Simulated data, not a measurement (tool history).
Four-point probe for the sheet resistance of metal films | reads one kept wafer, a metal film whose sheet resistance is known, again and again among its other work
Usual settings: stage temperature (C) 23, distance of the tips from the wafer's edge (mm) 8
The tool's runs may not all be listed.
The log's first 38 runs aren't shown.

run     day  stage temperature (C)  distance of the tips from the wafer's edge (mm)  touches since the probe head was changed  hours of work since the stage's thermometer was calibrated  sheet resistance as the instrument gives it (ohm/square)
 39  36.188                     21                                               11                                     80164                                                         875                                                  0.417021
 40  36.725                     32                                               10                                     80761                                                         882                                                  0.416130
 41  37.350                     32                                               10                                     81458                                                         891                                                  0.416151
 42  38.512                     22                                               21                                     82752                                                         908                                                  0.414707
 43  39.183                     18                                                5                                     83495                                                         918                                                  0.428258
 44  39.717                     20                                               46                                     84091                                                         925                                                  0.414308
 45  40.604                     20                                               14                                     85075                                                         938                                                  0.415864
 46  41.675                     27                                               68                                     86266                                                         954                                                  0.413313

Forecast each of these 3 alternatives for the next run:
  A  42.212                     21                                                4                                     86866                                                         961                                                         ?
  B  42.212                     19                                               38                                     86866                                                         961                                                         ?
  C  42.212                     27                                               68                                     86866                                                         961                                                         ?

run  sheet resistance as the instrument gives it (ohm/square)
  A                                                  0.435281
  B                                                  0.414547
  C                                                  0.413294
Without the tool's hidden state the same runs would have given:
run  sheet resistance as the instrument gives it (ohm/square)
  A                                                  0.431266
  B                                                  0.410708
  C                                                  0.409458

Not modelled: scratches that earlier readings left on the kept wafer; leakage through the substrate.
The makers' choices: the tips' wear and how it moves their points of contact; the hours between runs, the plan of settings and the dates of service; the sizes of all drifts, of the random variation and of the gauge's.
